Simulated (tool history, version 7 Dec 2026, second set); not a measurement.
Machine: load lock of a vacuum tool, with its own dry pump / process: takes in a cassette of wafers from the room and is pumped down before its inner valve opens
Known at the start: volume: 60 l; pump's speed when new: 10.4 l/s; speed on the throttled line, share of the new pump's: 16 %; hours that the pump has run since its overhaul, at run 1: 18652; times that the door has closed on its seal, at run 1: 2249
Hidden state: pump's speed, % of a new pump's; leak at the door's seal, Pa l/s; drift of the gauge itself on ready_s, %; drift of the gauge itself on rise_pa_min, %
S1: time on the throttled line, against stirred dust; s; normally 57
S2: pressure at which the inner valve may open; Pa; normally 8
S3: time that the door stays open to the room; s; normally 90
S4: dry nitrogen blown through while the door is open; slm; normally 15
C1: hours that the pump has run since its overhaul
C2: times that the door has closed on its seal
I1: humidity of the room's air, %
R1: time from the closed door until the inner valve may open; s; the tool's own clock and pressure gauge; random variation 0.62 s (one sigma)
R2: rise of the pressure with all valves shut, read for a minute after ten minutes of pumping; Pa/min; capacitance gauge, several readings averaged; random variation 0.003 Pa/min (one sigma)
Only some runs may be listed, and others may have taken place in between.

Run 1, hour 0.0: usual settings; C1 18652; C2 2249; I1 46.6. Result: R1 117.2 s, R2 0.044 Pa/min.
Run 2, hour 91.6: usual settings; C1 18743; C2 2397; I1 47.4. Result: R1 117.6 s, R2 0.046 Pa/min.
Run 3, hour 192.3: usual settings; C1 18844; C2 2559; I1 46.4. Result: R1 116.3 s, R2 0.042 Pa/min.
Run 4, hour 293.1: usual settings; C1 18945; C2 2722; I1 45.9. Result: R1 117.1 s, R2 0.046 Pa/min.
Run 5, hour 454.4: usual settings; C1 19106; C2 2982; I1 43.4. Result: R1 116.4 s, R2 0.052 Pa/min.
Run 6, hour 592.3: usual settings; C1 19244; C2 3204; I1 46.0. Result: R1 116.3 s, R2 0.048 Pa/min.
Run 7, hour 785.7: usual settings but S3 64 s; C1 19437; C2 3516; I1 45.0. Result: R1 116.4 s, R2 0.044 Pa/min.
Run 8, hour 873.1: usual settings but S1 46 s; C1 19525; C2 3657; I1 45.7. Result: R1 108.5 s, R2 0.054 Pa/min.
Run 9, hour 1029.3: usual settings but S4 5 slm; C1 19681; C2 3909; I1 45.3. Result: R1 117.5 s, R2 0.055 Pa/min.
Run 10, hour 1221.2: usual settings but S4 5 slm; C1 19873; C2 4219; I1 44.2. Result: R1 118.3 s, R2 0.059 Pa/min.
Run 11, hour 1324.0: usual settings but S1 40 s, S4 5 slm; C1 19976; C2 4384; I1 46.5. Result: R1 103.1 s, R2 0.067 Pa/min.
Run 12, hour 1433.4: usual settings but S1 40 s, S4 5 slm; C1 20085; C2 4561; I1 44.0. Result: R1 104.0 s, R2 0.065 Pa/min.
Run 13, hour 1608.4: usual settings but S1 40 s, S4 5 slm; C1 20260; C2 4843; I1 40.4. Result: R1 105.2 s, R2 0.056 Pa/min.
Run 14, hour 1794.2: usual settings; C1 20446; C2 5143; I1 44.2. Result: R1 117.0 s, R2 0.052 Pa/min.
Run 15, hour 1941.4: usual settings; C1 20593; C2 5381; I1 42.4. Result: R1 117.6 s, R2 0.050 Pa/min.
Run 16, hour 2099.8: usual settings; C1 20752; C2 5636; I1 43.1. Result: R1 116.2 s, R2 0.056 Pa/min.
Run 17, hour 2289.0: usual settings but S1 31 s; C1 20941; C2 5941; I1 45.3. Result: R1 96.8 s, R2 0.057 Pa/min.
Run 18, hour 2422.8: usual settings but S1 31 s; C1 21075; C2 6157; I1 46.3. Result: R1 97.6 s, R2 0.055 Pa/min.
Run 19, hour 2588.6: usual settings but S1 37 s, S3 153 s, S4 10 slm; C1 21240; C2 6424; I1 43.6. Result: R1 102.8 s, R2 0.068 Pa/min.
Run 20, hour 2707.7: usual settings but S1 37 s, S3 153 s, S4 10 slm; C1 21359; C2 6617; I1 47.7. Result: R1 102.2 s, R2 0.073 Pa/min.
Run 21, hour 2892.2: usual settings but S1 66 s, S2 9 Pa, S3 153 s, S4 10 slm; C1 21544; C2 6914; I1 44.7. Result: R1 123.5 s, R2 0.072 Pa/min.
Run 22, hour 3026.4: usual settings but S4 23 slm; C1 21678; C2 7131; I1 45.8. Result: R1 118.0 s, R2 0.056 Pa/min.
Run 23, hour 3211.2: usual settings but S1 29 s, S2 14 Pa, S4 23 slm; C1 21863; C2 7429; I1 42.1. Result: R1 91.4 s, R2 0.049 Pa/min.
Run 24, hour 3306.4: usual settings but S1 29 s, S2 14 Pa, S4 23 slm; C1 21958; C2 7582; I1 45.2. Result: R1 92.3 s, R2 0.056 Pa/min.
Run 25, hour 3430.1: usual settings but S1 29 s, S2 14 Pa, S3 78 s, S4 11 slm; C1 22082; C2 7782; I1 40.8. Result: R1 91.7 s, R2 0.063 Pa/min.
Run 26, hour 3518.1: usual settings but S1 29 s, S2 14 Pa, S3 78 s, S4 11 slm; C1 22170; C2 7924; I1 44.4. Result: R1 91.9 s, R2 0.058 Pa/min.
Run 27, hour 3651.5: usual settings but S1 29 s, S2 13 Pa, S3 78 s, S4 22 slm; C1 22303; C2 8139; I1 43.3. Result: R1 92.4 s, R2 0.051 Pa/min.
Run 28, hour 3823.9: usual settings but S1 29 s, S2 13 Pa, S3 78 s, S4 22 slm; C1 22476; C2 8417; I1 46.3. Result: R1 93.8 s, R2 0.059 Pa/min.
Run 29, hour 3944.8: usual settings but S1 29 s, S2 13 Pa, S3 65 s, S4 23 slm; C1 22597; C2 8612; I1 42.6. Result: R1 93.3 s, R2 0.053 Pa/min.
Run 30, hour 4041.6: usual settings but S1 29 s, S2 13 Pa, S3 65 s, S4 23 slm; C1 22693; C2 8768; I1 39.1. Result: R1 92.6 s, R2 0.054 Pa/min.
Run 31, hour 4131.8: usual settings but S1 31 s, S2 7 Pa; C1 22783; C2 8914; I1 49.0. Result: R1 99.7 s, R2 0.069 Pa/min.
Run 32, hour 4242.5: usual settings but S1 31 s, S2 7 Pa; C1 22894; C2 9092; I1 43.8. Result: R1 100.4 s, R2 0.061 Pa/min.

The same runs without the tool's hidden state, with the same run-to-run variation:
run     R1     R2
  1  104.1  0.039
  2  104.3  0.041
  3  103.1  0.036
  4  103.8  0.040
  5  103.0  0.045
  6  102.8  0.041
  7  102.7  0.035
  8   94.1  0.045
  9  103.5  0.045
 10  104.2  0.049
 11   88.2  0.056
 12   88.9  0.053
 13   89.8  0.044
 14  102.5  0.039
 15  102.9  0.037
 16  101.5  0.041
 17   80.8  0.041
 18   81.4  0.039
 19   86.5  0.051
 20   85.9  0.056
 21  108.9  0.053
 22  102.5  0.036
 23   75.7  0.029
 24   76.2  0.034
 25   75.6  0.041
 26   75.8  0.036
 27   76.1  0.027
 28   77.1  0.035
 29   76.6  0.028
 30   75.9  0.029
 31   81.5  0.044
 32   82.0  0.034
